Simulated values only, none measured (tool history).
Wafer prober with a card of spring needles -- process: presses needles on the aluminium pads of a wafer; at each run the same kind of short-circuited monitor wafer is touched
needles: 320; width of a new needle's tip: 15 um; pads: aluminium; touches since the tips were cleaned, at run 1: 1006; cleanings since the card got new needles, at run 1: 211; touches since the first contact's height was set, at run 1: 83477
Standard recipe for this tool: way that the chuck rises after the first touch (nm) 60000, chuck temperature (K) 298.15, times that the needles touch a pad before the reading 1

run,day,way that the chuck rises after the first touch (nm),chuck temperature (K),times that the needles touch a pad before the reading,touches since the tips were cleaned,cleanings since the card got new needles,touches since the first contact's height was set,resistance of one needle with its contact and lead (mohm),way that a needle slides on the pad (nm)
1,0.000,60000,298.15,1,1006,211,83477,204,16060
# day 0.325: tips cleaned on abrasive film
# day 0.754: tips cleaned on abrasive film
# day 1.279: tips cleaned on abrasive film
# day 1.812: tips cleaned on abrasive film
# day 2.242: tips cleaned on abrasive film
2,2.338,60000,298.15,1,668,216,99648,196,15680
# day 2.771: tips cleaned on abrasive film
# day 3.304: tips cleaned on abrasive film
# day 3.738: tips cleaned on abrasive film
# day 4.167: tips cleaned on abrasive film
3,4.542,60000,298.15,1,2608,220,114888,232,15570
# day 4.650: tips cleaned on abrasive film
# day 5.188: tips cleaned on abrasive film
# day 5.200: height of the first contact set anew
# day 5.629: tips cleaned on abrasive film
4,6.008,60000,298.15,1,2629,223,5601,238,14960
# day 6.117: tips cleaned on abrasive film
# day 6.546: tips cleaned on abrasive film
# day 6.979: tips cleaned on abrasive film
# day 7.408: tips cleaned on abrasive film
# day 7.867: tips cleaned on abrasive film
5,7.867,60000,298.15,1,0,228,18427,176,15160
# day 8.400: tips cleaned on abrasive film
# day 8.933: tips cleaned on abrasive film
# day 9.471: tips cleaned on abrasive film
# day 9.912: tips cleaned on abrasive film
6,9.912,60000,298.15,1,0,232,32588,173,14780
# day 10.342: tips cleaned on abrasive film
# day 10.879: tips cleaned on abrasive film
# day 11.388: tips cleaned on abrasive film
7,11.388,60000,298.15,1,0,235,42790,181,15020
# day 11.925: tips cleaned on abrasive film
# day 12.354: tips cleaned on abrasive film
# day 12.783: tips cleaned on abrasive film
8,12.833,60000,298.15,1,353,238,52801,192,14670
# day 13.262: tips cleaned on abrasive film
# day 13.800: tips cleaned on abrasive film
# day 14.229: tips cleaned on abrasive film
9,14.508,60000,298.15,1,1945,241,64405,236,14670
# day 14.725: tips cleaned on abrasive film
# day 15.262: tips cleaned on abrasive film
# day 15.696: tips cleaned on abrasive film
# day 16.225: tips cleaned on abrasive film
10,16.338,60000,298.15,1,795,245,77039,206,14110
# day 16.662: tips cleaned on abrasive film
# day 17.092: tips cleaned on abrasive film
# day 17.521: tips cleaned on abrasive film
# day 17.954: tips cleaned on abrasive film
# day 18.383: tips cleaned on abrasive film
11,18.754,60000,298.15,1,2597,250,93758,245,14530
# day 18.867: tips cleaned on abrasive film
# day 19.408: height of the first contact set anew, once more
# day 19.412: tips cleaned on abrasive film
# day 19.842: tips cleaned on abrasive film
12,19.867,48000,298.15,1,182,253,3154,186,12990
# day 20.300: tips cleaned on abrasive film
# day 20.829: tips cleaned on abrasive film
# day 21.367: tips cleaned on abrasive film
13,21.575,48000,298.15,1,1452,256,14966,241,12930
# day 21.896: tips cleaned on abrasive film
# day 22.425: tips cleaned on abrasive film
14,22.717,66000,298.15,1,2023,258,22879,214,18150
# day 22.929: tips cleaned on abrasive film
# day 23.358: tips cleaned on abrasive film
# day 23.892: tips cleaned on abrasive film
# day 24.321: tips cleaned on abrasive film
15,24.592,60000,315.15,1,1891,262,35858,225,16090
# day 24.808: tips cleaned on abrasive film
# day 25.342: tips cleaned on abrasive film
# day 25.875: tips cleaned on abrasive film
# day 26.304: tips cleaned on abrasive film
16,26.479,60000,315.15,1,1207,266,48893,216,15890
# day 26.800: tips cleaned on abrasive film
# day 27.233: tips cleaned on abrasive film
# day 27.662: tips cleaned on abrasive film
# day 28.192: tips cleaned on abrasive film
# day 28.696: tips cleaned on abrasive film
17,28.696,60000,302.15,1,0,271,64223,176,16080
# day 29.125: tips cleaned on abrasive film
# day 29.658: tips cleaned on abrasive film
# day 30.088: tips cleaned on abrasive film
# day 30.621: tips cleaned on abrasive film
18,30.988,60000,302.15,1,2564,275,80093,236,15940
# day 31.100: tips cleaned on abrasive film
# day 31.629: tips cleaned on abrasive film
# day 32.062: tips cleaned on abrasive film
# day 32.596: tips cleaned on abrasive film
19,32.617,43000,298.15,3,145,279,91352,186,11370
# day 33.050: tips cleaned on abrasive film
# day 33.479: tips cleaned on abrasive film
# day 34.008: tips cleaned on abrasive film
# day 34.438: tips cleaned on abrasive film
20,34.671,60000,298.15,3,1616,283,105551,192,15630
# day 34.888: tips cleaned on abrasive film
# day 35.421: tips cleaned on abrasive film
# day 35.850: tips cleaned on abrasive film
# day 36.283: tips cleaned on abrasive film
# day 36.612: height of the first contact set anew
# day 36.725: tips cleaned on abrasive film
21,36.854,77000,325.15,2,899,288,1643,186,20990
# day 37.175: tips cleaned on abrasive film
# day 37.608: tips cleaned on abrasive film
# day 38.138: tips cleaned on abrasive film
# day 38.671: tips cleaned on abrasive film
22,38.912,77000,325.15,2,1673,292,15891,192,21140
# day 39.129: tips cleaned on abrasive film
# day 39.558: tips cleaned on abrasive film
# day 39.988: tips cleaned on abrasive film
# day 40.421: tips cleaned on abrasive film
# day 40.954: tips cleaned on abrasive film
23,41.117,77000,339.15,2,1112,297,31120,194,20740
# day 41.433: tips cleaned on abrasive film
# day 41.971: tips cleaned on abrasive film
24,42.333,77000,339.15,2,2550,299,39570,197,21030
# day 42.446: tips cleaned on abrasive film
# day 42.979: tips cleaned on abrasive film
# day 43.412: tips cleaned on abrasive film
# day 43.842: tips cleaned on abrasive film
# day 44.271: tips cleaned on abrasive film
25,44.433,51000,304.15,2,1127,304,54058,213,13490

3 ways to go on from here, each from the tool as it stands after run 25. What would each give?
# day 44.754: tips cleaned on abrasive film
# day 45.188: tips cleaned on abrasive film
# day 45.617: tips cleaned on abrasive film
# day 46.142: tips cleaned on abrasive film
A,46.142,78000,344.15,2,0,308,65865,?,?
# day 44.754: tips cleaned on abrasive film
# day 45.188: tips cleaned on abrasive film
# day 45.617: tips cleaned on abrasive film
# day 46.142: tips cleaned on abrasive film
B,46.142,46000,298.15,1,0,308,65865,?,?
# day 44.754: tips cleaned on abrasive film
# day 45.188: tips cleaned on abrasive film
# day 45.617: tips cleaned on abrasive film
# day 46.142: tips cleaned on abrasive film
C,46.142,70000,360.15,2,0,308,65865,?,?

run,resistance of one needle with its contact and lead (mohm),way that a needle slides on the pad (nm)
A,183,20990
B,189,11940
C,187,18600
With the hidden condition removed and each run's random variation left untouched, the same runs would have given:
run,resistance of one needle with its contact and lead (mohm),way that a needle slides on the pad (nm)
A,175,21560
B,168,12520
C,178,19170
